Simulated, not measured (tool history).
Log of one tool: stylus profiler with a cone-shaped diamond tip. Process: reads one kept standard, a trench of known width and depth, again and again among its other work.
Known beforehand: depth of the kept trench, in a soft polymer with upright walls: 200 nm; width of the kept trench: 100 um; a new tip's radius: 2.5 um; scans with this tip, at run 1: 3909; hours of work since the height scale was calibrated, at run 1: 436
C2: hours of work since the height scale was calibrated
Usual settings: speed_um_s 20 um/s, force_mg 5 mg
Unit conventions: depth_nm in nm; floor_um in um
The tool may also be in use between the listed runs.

run 1 hour=0 | speed_um_s=20 force_mg=5 | scans_with_this_tip=3909 C2=436 | depth_nm=203.42 floor_um=97.72
run 2 hour=9.3 | speed_um_s=20 force_mg=5 | scans_with_this_tip=3973 C2=443 | depth_nm=203.41 floor_um=97.72
run 3 hour=16 | speed_um_s=20 force_mg=5 | scans_with_this_tip=4019 C2=448 | depth_nm=203.29 floor_um=97.76
run 4 hour=25.2 | speed_um_s=20 force_mg=5 | scans_with_this_tip=4082 C2=455 | depth_nm=203.54 floor_um=97.68
run 5 hour=32.2 | speed_um_s=20 force_mg=5 | scans_with_this_tip=4130 C2=460 | depth_nm=203.41 floor_um=97.71
-- hour=33.8 height scale calibrated on a step standard
run 6 hour=47.3 | speed_um_s=20 force_mg=4.7 | scans_with_this_tip=4231 C2=10 | depth_nm=203.05 floor_um=97.72
run 7 hour=63.4 | speed_um_s=48 force_mg=5 | scans_with_this_tip=4341 C2=23 | depth_nm=203.02 floor_um=97.73
run 8 hour=73.4 | speed_um_s=48 force_mg=5 | scans_with_this_tip=4411 C2=30 | depth_nm=203.15 floor_um=97.66
run 9 hour=84.1 | speed_um_s=48 force_mg=5 | scans_with_this_tip=4484 C2=39 | depth_nm=203.21 floor_um=97.65
run 10 hour=97.3 | speed_um_s=48 force_mg=5 | scans_with_this_tip=4575 C2=49 | depth_nm=203.14 floor_um=97.61

How the hidden state differs across the entries between the runs, from the last listed run before each to the first after it:
In the gap between runs 5 and 6: height scale calibrated on a step standard (hour 33.8)
  radius of the tip, um: 3.23 -> 3.25; height scale over the true one, %: -0.258 -> -0.399
  the result without the hidden state subtracted from the measured one, depth_nm: -0.52 -> -0.81 nm; floor_um: -0.28 -> -0.28 um
